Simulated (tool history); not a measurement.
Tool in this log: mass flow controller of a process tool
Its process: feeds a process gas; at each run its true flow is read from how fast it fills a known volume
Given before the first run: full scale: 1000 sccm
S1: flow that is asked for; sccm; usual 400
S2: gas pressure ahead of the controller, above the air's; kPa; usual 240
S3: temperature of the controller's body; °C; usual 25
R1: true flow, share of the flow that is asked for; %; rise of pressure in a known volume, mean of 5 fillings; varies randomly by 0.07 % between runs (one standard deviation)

run,hour,S1,S2,S3,R1
1,0.0,400,240,25,95.51
2,100.7,400,240,25,95.49
3,197.4,400,240,25,95.36
4,301.0,400,240,26,95.29
5,380.6,400,240,26,95.33
6,518.4,209,155,26,93.73
7,634.6,165,161,37,93.65
8,712.9,165,161,37,93.63
9,833.6,136,207,21,90.22
10,946.5,126,198,35,91.05

Below, some changes in R1 between adjacent runs. For each, the amount present without the hidden state too (settings, incoming material, random variation) and the amount remaining for the hidden state with gauge scatter not shared by both compared results:
Hidden state present: flow at rest that the sensor doesn't see, % of full scale; true flow over the shown one, %; drift of the gauge itself on true_pct, %.
Run 5 -> 6: S1 400 -> 209, S2 240 -> 155. R1 -1.60 %: hidden state -1.98, all else +0.38.
Run 8 -> 9: S1 165 -> 136, S2 161 -> 207, S3 37 -> 21. R1 -3.41 %: hidden state -1.27, all else -2.14.
